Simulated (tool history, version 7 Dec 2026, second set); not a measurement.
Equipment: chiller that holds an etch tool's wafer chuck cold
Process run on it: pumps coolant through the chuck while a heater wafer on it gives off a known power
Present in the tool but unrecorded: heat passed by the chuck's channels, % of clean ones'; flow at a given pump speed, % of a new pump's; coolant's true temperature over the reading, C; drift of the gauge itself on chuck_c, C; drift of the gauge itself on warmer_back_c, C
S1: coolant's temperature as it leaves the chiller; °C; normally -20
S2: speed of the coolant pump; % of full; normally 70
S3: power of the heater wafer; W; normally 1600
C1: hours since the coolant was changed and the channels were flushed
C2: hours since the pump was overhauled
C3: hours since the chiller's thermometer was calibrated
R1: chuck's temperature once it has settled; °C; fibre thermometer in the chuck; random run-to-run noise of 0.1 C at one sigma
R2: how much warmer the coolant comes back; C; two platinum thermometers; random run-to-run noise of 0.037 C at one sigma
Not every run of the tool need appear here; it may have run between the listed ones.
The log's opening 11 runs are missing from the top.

run 12 hour=239.9 | S1=-20 S2=69 S3=1600 | C1=1772 C2=1011 C3=1548 | R1=-3.2 R2=7.19
run 13 hour=253.1 | S1=-20 S2=70 S3=1600 | C1=1786 C2=1025 C3=1562 | R1=-3.5 R2=7.05
run 14 hour=269.3 | S1=-20 S2=70 S3=1600 | C1=1802 C2=1041 C3=1578 | R1=-3.5 R2=7.08
run 15 hour=285.3 | S1=-20 S2=70 S3=1600 | C1=1818 C2=1057 C3=1594 | R1=-3.6 R2=6.98
run 16 hour=302.7 | S1=-20 S2=70 S3=1600 | C1=1835 C2=1074 C3=1611 | R1=-3.6 R2=6.99
run 17 hour=315.7 | S1=-20 S2=96 S3=1387 | C1=1848 C2=1087 C3=1624 | R1=-9.2 R2=4.14
run 18 hour=329.9 | S1=-13 S2=96 S3=1773 | C1=1862 C2=1101 C3=1638 | R1=0.9 R2=5.39
-- hour=342.2 gauge calibrated
run 19 hour=359.7 | S1=-27 S2=87 S3=1473 | C1=1892 C2=1131 C3=1668 | R1=-14.6 R2=5.39
run 20 hour=390.6 | S1=-27 S2=83 S3=871 | C1=1923 C2=1162 C3=1699 | R1=-19.3 R2=3.29
run 21 hour=411.3 | S1=-27 S2=83 S3=871 | C1=1944 C2=1183 C3=1720 | R1=-19.3 R2=3.28
run 22 hour=424.8 | S1=-26 S2=83 S3=871 | C1=1957 C2=1196 C3=1733 | R1=-18.3 R2=3.20
run 23 hour=445.3 | S1=-15 S2=82 S3=1538 | C1=1978 C2=1217 C3=1754 | R1=-1.3 R2=5.94
run 24 hour=465.7 | S1=-19 S2=70 S3=997 | C1=1998 C2=1237 C3=1774 | R1=-8.7 R2=4.55
run 25 hour=481.5 | S1=-19 S2=70 S3=997 | C1=2014 C2=1253 C3=1790 | R1=-8.6 R2=4.50
run 26 hour=496.0 | S1=-19 S2=70 S3=997 | C1=2029 C2=1267 C3=1804 | R1=-8.8 R2=4.43
run 27 hour=523.4 | S1=-20 S2=77 S3=997 | C1=2056 C2=1295 C3=1832 | R1=-10.5 R2=3.97
run 28 hour=543.8 | S1=-17 S2=70 S3=1600 | C1=2076 C2=1315 C3=1852 | R1=-0.5 R2=7.11
run 29 hour=563.3 | S1=-15 S2=69 S3=1284 | C1=2096 C2=1335 C3=1872 | R1=-1.4 R2=5.77
run 30 hour=589.8 | S1=-21 S2=83 S3=1600 | C1=2122 C2=1361 C3=1898 | R1=-6.8 R2=5.88
run 31 hour=602.8 | S1=-21 S2=83 S3=1600 | C1=2135 C2=1374 C3=1911 | R1=-6.7 R2=5.81

3 ways to go on from here, each from the tool as it stands after run 31. What would each give?
run A hour=630.9 | S1=-11 S2=70 S3=1650 | C1=2163 C2=1402 C3=1939 | R1=? R2=?
run B hour=630.9 | S1=-20 S2=70 S3=1600 | C1=2163 C2=1402 C3=1939 | R1=? R2=?
run C hour=630.9 | S1=-21 S2=83 S3=1439 | C1=2163 C2=1402 C3=1939 | R1=? R2=?

run=A R1=5.8 R2=7.22
run=B R1=-3.5 R2=7.04
run=C R1=-8.2 R2=5.16
Without the tool's hidden state the same runs would have given:
run=A R1=5.8 R2=7.62
run=B R1=-3.6 R2=7.44
run=C R1=-8.2 R2=5.56
